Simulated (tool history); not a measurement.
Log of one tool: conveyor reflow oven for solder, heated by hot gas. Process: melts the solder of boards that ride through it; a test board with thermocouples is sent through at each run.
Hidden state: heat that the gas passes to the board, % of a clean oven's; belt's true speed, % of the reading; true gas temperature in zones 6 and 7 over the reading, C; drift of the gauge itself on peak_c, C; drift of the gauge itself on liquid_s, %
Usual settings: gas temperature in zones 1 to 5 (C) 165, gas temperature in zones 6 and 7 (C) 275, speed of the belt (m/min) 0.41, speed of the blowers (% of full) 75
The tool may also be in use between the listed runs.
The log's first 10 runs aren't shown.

| run | hour | gas temperature in zones 1 to 5 (C) | gas temperature in zones 6 and 7 (C) | speed of the belt (m/min) | speed of the blowers (% of full) | hours of work since the flux was cleaned out | hours of work since the belt drive was overhauled | hours of work since the thermocouples were changed | highest temperature of the board (C) | time above the solder's melting point (s) |
|---|---|---|---|---|---|---|---|---|---|---|
| 11 | 298.7 | 165 | 275 | 0.41 | 75 | 41 | 238 | 440 | 260.6 | 80.9 |
| 12 | 325.9 | 165 | 275 | 0.41 | 75 | 55 | 252 | 454 | 261.5 | 81.9 |
| 13 | 348.2 | 165 | 275 | 0.41 | 75 | 67 | 263 | 466 | 261.1 | 81.6 |
| 14 | 383 | 165 | 275 | 0.41 | 75 | 85 | 282 | 484 | 262 | 81.2 |
| 15 | 423.7 | 165 | 275 | 0.41 | 75 | 106 | 303 | 505 | 261.5 | 81.6 |
| 16 | 444 | 165 | 275 | 0.41 | 75 | 117 | 314 | 516 | 261 | 81.9 |
| 17 | 467.6 | 160 | 275 | 0.369 | 75 | 129 | 326 | 528 | 263.2 | 90.7 |
| 18 | 490 | 161 | 264 | 0.37 | 75 | 141 | 338 | 540 | 252.8 | 83.4 |

Run 19 comes next. What will it give?
| 19 | 515.5 | 161 | 275 | 0.485 | 60 | 154 | 351 | 553 | ? | ? |

{"run 19": {"highest temperature of the board (C)": 252, "time above the solder's melting point (s)": 58.3}}
Without the tool's hidden state the same run would have given highest temperature of the board (C) 251.9, time above the solder's melting point (s) 58.3.

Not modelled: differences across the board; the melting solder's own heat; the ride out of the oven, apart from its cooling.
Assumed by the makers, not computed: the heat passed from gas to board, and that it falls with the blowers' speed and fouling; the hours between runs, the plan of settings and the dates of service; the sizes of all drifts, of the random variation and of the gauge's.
